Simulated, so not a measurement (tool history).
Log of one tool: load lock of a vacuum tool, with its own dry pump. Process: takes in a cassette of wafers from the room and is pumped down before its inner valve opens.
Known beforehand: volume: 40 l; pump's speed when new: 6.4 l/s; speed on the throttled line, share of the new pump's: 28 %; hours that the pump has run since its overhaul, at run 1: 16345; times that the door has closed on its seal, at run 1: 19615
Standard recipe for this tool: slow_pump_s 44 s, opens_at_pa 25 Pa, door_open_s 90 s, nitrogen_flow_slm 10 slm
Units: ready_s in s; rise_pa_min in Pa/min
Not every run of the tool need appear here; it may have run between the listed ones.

run    hour  slow_pump_s  opens_at_pa  door_open_s  nitrogen_flow_slm  hours that the pump has run since its overhaul  times that the door has closed on its seal  incoming humidity of the room's air, %  ready_s  rise_pa_min
  1       0           44           25           90                 10                                           16345                                       19615                                    45.9     96.1        0.121
  2   274.9           44           25           90                 10                                           16620                                       20301                                    49.4     95.2        0.138
  3     434           44           25          145                 10                                           16779                                       20698                                    44.8     95.6        0.135
  4   659.9           44           23           90                 10                                           17005                                       21261                                    47.1       96        0.141
  5   806.5           44           25           90                 10                                           17151                                       21627                                    45.8     94.7         0.14
  6  1001.9           44           25           90                 10                                           17347                                       22114                                    45.7     95.1        0.137
  7  1249.7           44           25           90                 10                                           17594                                       22732                                    48.2     96.3        0.151
  8    1529           44           25          125                 10                                           17874                                       23429                                    44.7     96.2        0.147
  9  1768.1           44           25          125                 10                                           18113                                       24025                                    45.9     96.2        0.155
 10  1897.6           23           25           90                 10                                           18242                                       24348                                    45.2       83        0.147
 11  2191.4           23           22           90                  5                                           18536                                       25081                                    42.2     84.2        0.163
 12  2321.5           27           43          129                 10                                           18666                                       25405                                    45.9       82        0.165
 13  2511.5           27           43          129                 10                                           18856                                       25879                                    45.5     81.2        0.169
 14  2632.9           28           21          101                 10                                           18978                                       26182                                    47.5       88        0.171
 15  2803.1           29           25           43                  8                                           19148                                       26606                                      42     87.8        0.151

4 ways to go on from here, each from the tool as it stands after run 15. What would each give?
  A  3031.7           45           18           43                  8                                           19376                                       27176                                    44.8        ?            ?
  B  3031.7           29           25          130                  8                                           19376                                       27176                                    43.1        ?            ?
  C  3031.7           47           25           90                  6                                           19376                                       27176                                    43.1        ?            ?
  D  3031.7           29           21           43                 45                                           19376                                       27176                                    42.3        ?            ?

run  ready_s  rise_pa_min
  A    101.8        0.163
  B     88.4        0.184
  C     98.3        0.175
  D     89.6        0.139
Without the tool's unlogged condition, the same runs would have read:
run  ready_s  rise_pa_min
  A     87.7         0.05
  B     73.4         0.07
  C     85.3        0.063
  D     74.5        0.025
